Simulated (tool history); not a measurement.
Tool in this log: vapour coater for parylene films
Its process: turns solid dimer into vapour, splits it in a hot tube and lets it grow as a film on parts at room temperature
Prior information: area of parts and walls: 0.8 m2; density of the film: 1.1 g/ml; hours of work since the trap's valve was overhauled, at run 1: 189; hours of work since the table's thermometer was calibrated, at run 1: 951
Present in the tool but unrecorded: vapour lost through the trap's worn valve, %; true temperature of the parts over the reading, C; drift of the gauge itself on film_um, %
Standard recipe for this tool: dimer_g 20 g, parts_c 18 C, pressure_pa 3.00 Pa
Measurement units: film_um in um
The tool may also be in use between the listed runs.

run	hour	dimer_g	parts_c	pressure_pa	hours of work since the trap's valve was overhauled	hours of work since the table's thermometer was calibrated	film_um
1	0.0	20	18	3.00	189	951	17.60
# hour 37.3: trap's valve overhauled
2	56.2	20	18	3.00	11	982	18.90
3	95.6	20	18	3.00	34	1004	18.45
4	134.2	20	18	3.00	56	1027	18.26
5	189.2	10	18	3.00	89	1059	8.92
6	249.7	10	18	3.00	124	1094	8.98
7	294.4	24	18	3.00	150	1120	20.84
8	350.8	24	18	2.56	183	1153	21.82
# hour 394.5: trap's valve overhauled
9	410.9	24	18	2.56	10	1186	23.04
10	464.5	20	18	3.00	41	1217	18.62
11	509.6	20	18	3.00	67	1243	18.10
12	568.8	20	18	2.09	102	1278	19.42
13	626.1	20	18	3.00	135	1311	17.67
14	676.2	20	26	3.00	164	1340	12.64
15	736.1	17	26	3.00	199	1375	10.40
# hour 756.1: trap's valve overhauled
16	797.6	17	26	3.00	24	1409	11.38
17	857.1	17	26	3.00	59	1443	11.00
18	886.1	20	26	2.55	76	1460	13.36
19	946.9	10	11	8.58	111	1496	9.39
20	976.8	10	15	8.86	129	1513	7.77
21	1014.5	20	15	3.86	151	1535	18.71
22	1040.0	20	15	3.86	165	1550	18.60
23	1084.3	9	28	3.86	191	1576	4.81
# hour 1113.5: trap's valve overhauled
24	1135.1	9	28	3.86	13	1603	5.20
25	1175.8	8	18	10.97	36	1627	5.43
26	1229.5	32	15	2.33	68	1658	34.07

Below are 4 alternative next runs, each starting from the tool's condition after run 26. Predict each:
A	1271.5	32	24	2.92	92	1682	?
B	1271.5	32	15	7.82	92	1682	?
C	1271.5	16	11	2.88	92	1682	?
D	1271.5	20	12	8.51	92	1682	?

run	film_um
A	22.07
B	26.05
C	17.20
D	18.27
With no hidden state in the tool, these same runs would have given:
run	film_um
A	23.90
B	28.22
C	17.98
D	19.78
